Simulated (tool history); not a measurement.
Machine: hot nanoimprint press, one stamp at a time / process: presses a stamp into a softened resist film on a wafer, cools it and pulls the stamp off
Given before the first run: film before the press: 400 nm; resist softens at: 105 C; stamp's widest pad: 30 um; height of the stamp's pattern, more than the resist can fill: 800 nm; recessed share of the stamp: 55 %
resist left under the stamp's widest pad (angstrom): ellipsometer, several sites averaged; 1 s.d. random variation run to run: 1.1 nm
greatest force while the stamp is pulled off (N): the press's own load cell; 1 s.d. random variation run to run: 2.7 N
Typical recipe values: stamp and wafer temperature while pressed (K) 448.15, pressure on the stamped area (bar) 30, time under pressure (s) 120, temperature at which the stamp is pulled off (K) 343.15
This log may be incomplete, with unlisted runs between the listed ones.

run,day,stamp and wafer temperature while pressed (K),pressure on the stamped area (bar),time under pressure (s),temperature at which the stamp is pulled off (K),resist left under the stamp's widest pad (angstrom),greatest force while the stamp is pulled off (N)
1,0,448.15,30,120,343.15,1569,122
2,1.162,448.15,30,120,343.15,1554,124
3,2.288,448.15,30,120,343.15,1559,127
4,3.625,448.15,30,120,343.15,1578,130
5,4.5,448.15,36.9,120,343.15,1412,125
6,5.554,448.15,30,190,343.15,1302,122
7,6.7,448.15,30,120,343.15,1564,124
# day 7.538: stamp cleaned and given a new release coat
8,7.608,448.15,30,120,343.15,1586,121
9,8.85,448.15,30,120,343.15,1580,123
10,9.908,448.15,30,120,329.15,1572,159
11,10.967,448.15,30,120,329.15,1561,155
12,11.583,448.15,30,120,329.15,1571,154
13,12.821,448.15,30,65,343.15,1933,123

Run 14, settings as shown, results not yet in. Your forecast:
14,13.4,441.15,20.2,203,334.15,?,?

Run 14 measured resist left under the stamp's widest pad (angstrom) 2307, greatest force while the stamp is pulled off (N) 141.
Had the tool carried no hidden state, the very same run would have given resist left under the stamp's widest pad (angstrom) 2311, greatest force while the stamp is pulled off (N) 140.
